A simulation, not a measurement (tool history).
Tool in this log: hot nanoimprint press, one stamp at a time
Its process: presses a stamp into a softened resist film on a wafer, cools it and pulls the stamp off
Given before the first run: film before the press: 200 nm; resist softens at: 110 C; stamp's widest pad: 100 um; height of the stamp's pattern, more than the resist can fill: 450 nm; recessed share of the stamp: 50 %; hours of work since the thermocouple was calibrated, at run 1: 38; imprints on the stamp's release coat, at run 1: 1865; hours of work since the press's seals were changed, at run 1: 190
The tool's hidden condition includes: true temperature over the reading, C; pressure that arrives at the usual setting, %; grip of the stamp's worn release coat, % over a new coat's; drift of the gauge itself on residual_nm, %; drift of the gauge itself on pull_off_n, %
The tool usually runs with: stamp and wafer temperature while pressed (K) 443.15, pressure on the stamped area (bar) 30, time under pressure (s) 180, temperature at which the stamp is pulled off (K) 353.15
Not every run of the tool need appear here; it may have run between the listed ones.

run	hour	stamp and wafer temperature while pressed (K)	pressure on the stamped area (bar)	time under pressure (s)	temperature at which the stamp is pulled off (K)	hours of work since the thermocouple was calibrated	imprints on the stamp's release coat	hours of work since the press's seals were changed	resist left under the stamp's widest pad (Å)	greatest force while the stamp is pulled off (N)
1	0	443.15	30	180	353.15	38	1865	190	716	168
2	20.4	443.15	30	180	353.15	53	1918	205	728	169
3	34.8	443.15	30	180	353.15	64	1956	216	718	176
4	52	443.15	30	180	352.15	77	2001	229	722	179
5	75.2	443.15	30	180	353.15	95	2062	247	717	171
6	91.5	443.15	30	180	353.15	107	2104	259	715	178
7	113.9	443.15	30	180	353.15	125	2163	277	726	165
8	132	443.15	30	180	353.15	138	2211	290	717	170
9	147.8	443.15	30	180	353.15	150	2252	302	730	171
10	164.2	443.15	30	180	353.15	163	2295	315	721	176
11	175.8	443.15	30	180	353.15	172	2326	324	713	166
# hour 183.7: stamp cleaned and given a new release coat
12	192.6	443.15	42.7	97	353.15	180	23	332	739	171
13	206.6	439.15	30	103	347.15	191	60	343	1081	183
14	228.2	439.15	30	103	347.15	207	116	359	1075	185
15	244.9	438.15	30	180	345.15	220	160	372	936	192
16	255	437.15	22.2	107	341.15	228	187	380	1335	205
17	268.2	443.15	33.9	180	353.15	238	221	390	671	168
18	280.8	443.15	37.1	117	353.15	247	254	399	740	166
19	295	443.15	25.5	281	353.15	258	291	410	677	173

Here are 5 independent what-if runs from the current tool condition. What would each one return?
A	312.7	445.15	31.1	180	353.15	272	338	424	?	?
B	312.7	443.15	30	96	347.15	272	338	424	?	?
C	312.7	441.15	25.5	281	353.15	272	338	424	?	?
D	312.7	443.15	31.4	193	361.15	272	338	424	?	?
E	312.7	433.15	30	205	355.15	272	338	424	?	?

run	resist left under the stamp's widest pad (Å)	greatest force while the stamp is pulled off (N)
A	643	166
B	894	184
C	760	174
D	695	149
E	1189	165
Stripped of hidden state, with their random variation kept, the same runs would have yielded:
run	resist left under the stamp's widest pad (Å)	greatest force while the stamp is pulled off (N)
A	643	166
B	894	184
C	761	174
D	695	149
E	1189	165

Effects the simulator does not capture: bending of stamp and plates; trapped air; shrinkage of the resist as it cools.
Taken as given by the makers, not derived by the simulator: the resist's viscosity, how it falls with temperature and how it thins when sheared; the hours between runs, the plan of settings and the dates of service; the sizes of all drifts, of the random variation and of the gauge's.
